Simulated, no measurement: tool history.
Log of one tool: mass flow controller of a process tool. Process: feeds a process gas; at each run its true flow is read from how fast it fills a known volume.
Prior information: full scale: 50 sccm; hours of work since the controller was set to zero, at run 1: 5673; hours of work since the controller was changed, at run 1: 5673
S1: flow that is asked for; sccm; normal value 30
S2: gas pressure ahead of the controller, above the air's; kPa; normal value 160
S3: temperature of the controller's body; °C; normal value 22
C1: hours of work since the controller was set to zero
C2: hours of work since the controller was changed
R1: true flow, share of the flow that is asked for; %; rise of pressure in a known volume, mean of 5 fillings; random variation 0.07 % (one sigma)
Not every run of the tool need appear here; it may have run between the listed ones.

{"run": 1, "hour": 0.0, "S1": 30, "S2": 160, "S3": 22, "C1": 5673, "C2": 5673, "R1": 99.55}
{"run": 2, "hour": 165.7, "S1": 30, "S2": 160, "S3": 22, "C1": 5800, "C2": 5800, "R1": 99.63}
{"run": 3, "hour": 300.5, "S1": 30, "S2": 160, "S3": 22, "C1": 5903, "C2": 5903, "R1": 99.54}
{"run": 4, "hour": 504.3, "S1": 30, "S2": 160, "S3": 22, "C1": 6059, "C2": 6059, "R1": 99.68}
{"run": 5, "hour": 600.4, "S1": 30, "S2": 160, "S3": 22, "C1": 6133, "C2": 6133, "R1": 99.76}
{"run": 6, "hour": 810.2, "S1": 30, "S2": 160, "S3": 22, "C1": 6294, "C2": 6294, "R1": 99.63}
{"run": 7, "hour": 1009.3, "S1": 30, "S2": 160, "S3": 22, "C1": 6446, "C2": 6446, "R1": 99.66}
{"run": 8, "hour": 1168.4, "S1": 30, "S2": 160, "S3": 22, "C1": 6568, "C2": 6568, "R1": 99.68}
{"run": 9, "hour": 1322.3, "S1": 39, "S2": 195, "S3": 35, "C1": 6686, "C2": 6686, "R1": 100.9}
{"run": 10, "hour": 1432.8, "S1": 22, "S2": 222, "S3": 37, "C1": 6770, "C2": 6770, "R1": 101.65}
{"hour": 1538.3, "done": "controller's zero set anew"}
{"run": 11, "hour": 1636.8, "S1": 30, "S2": 193, "S3": 22, "C1": 75, "C2": 6926, "R1": 97.63}
{"run": 12, "hour": 1784.1, "S1": 11, "S2": 160, "S3": 30, "C1": 188, "C2": 7039, "R1": 98.01}
{"run": 13, "hour": 1969.6, "S1": 11, "S2": 218, "S3": 25, "C1": 330, "C2": 7181, "R1": 97.35}

Take each entry between the runs: how does the hidden state at the last listed run before it differ from the hidden state at the first listed run after it?
Run 10 -> run 11: controller's zero set anew (hour 1538.3)
  flow at rest that the sensor doesn't see, % of full scale: 1.297 -> 0.087; true flow over the shown one, %: -1.31 -> -1.34
  measured value less the no-hidden-state value, R1: +1.64 -> -1.19 %
